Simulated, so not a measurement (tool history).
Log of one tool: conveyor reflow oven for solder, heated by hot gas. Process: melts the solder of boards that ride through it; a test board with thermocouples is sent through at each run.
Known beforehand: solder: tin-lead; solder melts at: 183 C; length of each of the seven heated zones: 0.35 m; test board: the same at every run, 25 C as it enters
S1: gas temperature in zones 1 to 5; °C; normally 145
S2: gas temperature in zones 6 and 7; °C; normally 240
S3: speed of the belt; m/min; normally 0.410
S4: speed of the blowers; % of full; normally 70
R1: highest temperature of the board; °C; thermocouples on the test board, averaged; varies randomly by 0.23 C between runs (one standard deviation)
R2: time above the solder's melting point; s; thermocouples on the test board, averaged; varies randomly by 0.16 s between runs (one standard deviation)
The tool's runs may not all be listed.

run 1 hour=0.0 | S1=145 S2=240 S3=0.410 S4=70 | R1=225.7 R2=88.7
run 2 hour=17.7 | S1=145 S2=240 S3=0.389 S4=70 | R1=226.5 R2=94.6
run 3 hour=32.5 | S1=145 S2=240 S3=0.389 S4=70 | R1=227.0 R2=94.6
run 4 hour=44.5 | S1=145 S2=240 S3=0.389 S4=70 | R1=226.8 R2=94.4
run 5 hour=67.0 | S1=145 S2=240 S3=0.410 S4=70 | R1=225.4 R2=88.2
run 6 hour=87.1 | S1=145 S2=240 S3=0.410 S4=70 | R1=225.2 R2=88.0
run 7 hour=102.3 | S1=145 S2=240 S3=0.410 S4=70 | R1=225.3 R2=87.7
run 8 hour=124.6 | S1=145 S2=240 S3=0.410 S4=70 | R1=224.9 R2=88.0
run 9 hour=135.1 | S1=145 S2=240 S3=0.410 S4=70 | R1=225.0 R2=87.8
run 10 hour=144.6 | S1=145 S2=240 S3=0.410 S4=70 | R1=225.1 R2=88.0
run 11 hour=166.4 | S1=145 S2=231 S3=0.410 S4=70 | R1=217.1 R2=80.7
run 12 hour=176.7 | S1=145 S2=231 S3=0.410 S4=70 | R1=216.1 R2=80.2
run 13 hour=197.7 | S1=145 S2=231 S3=0.410 S4=70 | R1=216.6 R2=80.6
run 14 hour=208.6 | S1=145 S2=231 S3=0.410 S4=70 | R1=216.7 R2=80.3
run 15 hour=218.3 | S1=145 S2=231 S3=0.410 S4=70 | R1=215.9 R2=80.3
run 16 hour=228.5 | S1=145 S2=231 S3=0.410 S4=70 | R1=215.9 R2=80.2
run 17 hour=246.7 | S1=134 S2=231 S3=0.412 S4=54 | R1=211.1 R2=67.1
run 18 hour=261.6 | S1=134 S2=231 S3=0.412 S4=54 | R1=210.9 R2=66.8
run 19 hour=271.0 | S1=144 S2=240 S3=0.478 S4=71 | R1=218.8 R2=69.5
run 20 hour=293.2 | S1=149 S2=237 S3=0.410 S4=70 | R1=222.3 R2=87.4
run 21 hour=315.6 | S1=145 S2=240 S3=0.410 S4=72 | R1=223.8 R2=87.4
run 22 hour=326.9 | S1=145 S2=253 S3=0.343 S4=70 | R1=240.4 R2=117.8
run 23 hour=343.7 | S1=145 S2=253 S3=0.343 S4=70 | R1=240.7 R2=117.6
run 24 hour=362.0 | S1=150 S2=253 S3=0.343 S4=76 | R1=241.3 R2=120.8
run 25 hour=376.0 | S1=147 S2=253 S3=0.343 S4=76 | R1=241.0 R2=119.6
-- hour=382.7 flux residue cleaned out of gas plates and filters
run 26 hour=395.5 | S1=147 S2=253 S3=0.343 S4=76 | R1=242.3 R2=119.8
run 27 hour=407.2 | S1=156 S2=239 S3=0.410 S4=81 | R1=227.0 R2=95.7
run 28 hour=420.4 | S1=156 S2=239 S3=0.410 S4=81 | R1=227.1 R2=95.8
run 29 hour=442.6 | S1=134 S2=239 S3=0.353 S4=81 | R1=228.1 R2=101.0
run 30 hour=461.9 | S1=141 S2=240 S3=0.474 S4=70 | R1=219.4 R2=69.6
run 31 hour=484.8 | S1=141 S2=240 S3=0.474 S4=70 | R1=219.0 R2=69.2

For some of the steps in R1 from one run to the next: how much would appear even if the tool had no hidden state, given the settings, what came in and random variation, and how much remains for the hidden state plus any gauge scatter that the measured result and the result without hidden state don't share?
The tool's hidden condition here consists of: heat that the gas passes to the board, % of a clean oven's; belt's true speed, % of the reading; true gas temperature in zones 6 and 7 over the reading, C; drift of the gauge itself on peak_c, C; drift of the gauge itself on liquid_s, %.
Run 18 -> 19: S1 134 -> 144, S2 231 -> 240, S3 0.412 -> 0.478, S4 54 -> 71. R1 +7.9 °C: hidden state -0.4, all else +8.3.
Run 20 -> 21: S1 149 -> 145, S2 237 -> 240, S4 70 -> 72. R1 +1.5 °C: hidden state -0.3, all else +1.8.
Run 21 -> 22: S2 240 -> 253, S3 0.410 -> 0.343, S4 72 -> 70. R1 +16.6 °C: hidden state +0.0, all else +16.6.
Run 25 -> 26: flux residue cleaned out of gas plates and filters. R1 +1.3 °C: hidden state +1.5, all else -0.2.
Run 26 -> 27: S1 147 -> 156, S2 253 -> 239, S3 0.343 -> 0.410, S4 76 -> 81. R1 -15.3 °C: hidden state +0.0, all else -15.3.
Run 29 -> 30: S1 134 -> 141, S2 239 -> 240, S3 0.353 -> 0.474, S4 81 -> 70. R1 -8.7 °C: hidden state +0.0, all else -8.7.

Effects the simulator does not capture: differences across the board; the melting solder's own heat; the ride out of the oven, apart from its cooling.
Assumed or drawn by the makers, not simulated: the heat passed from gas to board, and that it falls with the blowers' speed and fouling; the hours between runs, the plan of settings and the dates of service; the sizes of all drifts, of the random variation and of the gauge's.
